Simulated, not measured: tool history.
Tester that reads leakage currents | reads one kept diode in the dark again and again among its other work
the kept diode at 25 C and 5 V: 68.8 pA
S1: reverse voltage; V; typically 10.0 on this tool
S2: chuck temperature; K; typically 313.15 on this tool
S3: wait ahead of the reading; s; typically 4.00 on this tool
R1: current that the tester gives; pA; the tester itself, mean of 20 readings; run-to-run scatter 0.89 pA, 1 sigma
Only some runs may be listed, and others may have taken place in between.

run,hour,S1,S2,S3,R1
1,0.0,10.0,313.15,4.00,294.47
2,25.2,10.0,313.15,4.00,295.11
3,61.5,10.0,305.15,4.00,168.74
4,79.5,12.1,313.15,4.00,327.99
5,109.5,10.0,313.15,4.00,296.14
6,145.8,10.0,313.15,4.00,294.58
7,187.8,10.0,313.15,4.00,294.50
8,209.0,2.6,313.15,4.00,138.10
9,228.2,2.6,313.15,4.00,137.26
10,269.7,2.6,313.15,4.00,137.30
11,289.9,10.0,313.15,4.00,295.72
12,309.5,10.0,300.15,4.00,118.69
13,336.1,10.0,300.15,4.00,118.39
14,361.6,10.0,313.15,1.67,295.62
15,395.1,10.0,313.15,1.67,296.48
16,434.1,10.0,313.15,1.67,297.09
17,460.1,3.6,313.15,4.00,164.78
18,480.9,10.0,313.15,4.00,296.68
19,509.1,10.0,313.15,4.00,294.41
20,538.2,10.0,313.15,4.00,294.45
21,562.9,16.1,311.15,0.49,338.80
22,581.2,1.6,321.15,1.55,177.30
23,614.6,10.6,321.15,0.95,517.79
24,638.4,10.6,321.15,0.95,515.72
25,668.5,10.6,321.15,0.95,517.97
26,690.3,10.6,321.15,0.95,517.83
27,716.6,4.4,329.15,1.25,515.33
28,753.8,4.4,329.15,1.25,516.45
29,787.1,1.3,304.15,6.10,49.85
30,808.5,10.0,313.15,0.67,296.67
31,851.7,12.4,313.15,1.41,331.39
32,895.0,11.7,297.15,3.33,103.80
33,927.2,10.0,321.15,1.07,499.84
34,964.5,5.3,331.15,0.82,647.98
35,998.9,10.0,297.15,4.00,94.61
36,1031.7,10.0,297.15,4.00,95.12
37,1063.0,10.0,297.15,4.00,95.02
38,1081.8,10.0,297.15,4.00,94.82
39,1116.5,10.6,330.15,8.83,906.68

Each row is a separate what-if for the run after 39, all from the same tool condition, not one after another. Results?
A,1143.6,10.0,299.15,0.54,?
B,1143.6,10.0,313.15,4.97,?
C,1143.6,7.9,330.15,8.83,?
D,1143.6,10.6,330.15,4.45,?

run,R1
A,111.04
B,294.83
C,765.70
D,907.92
The same runs, with their run-to-run variation unchanged, on a tool lacking any hidden condition would have given:
run,R1
A,111.21
B,295.28
C,766.78
D,909.19
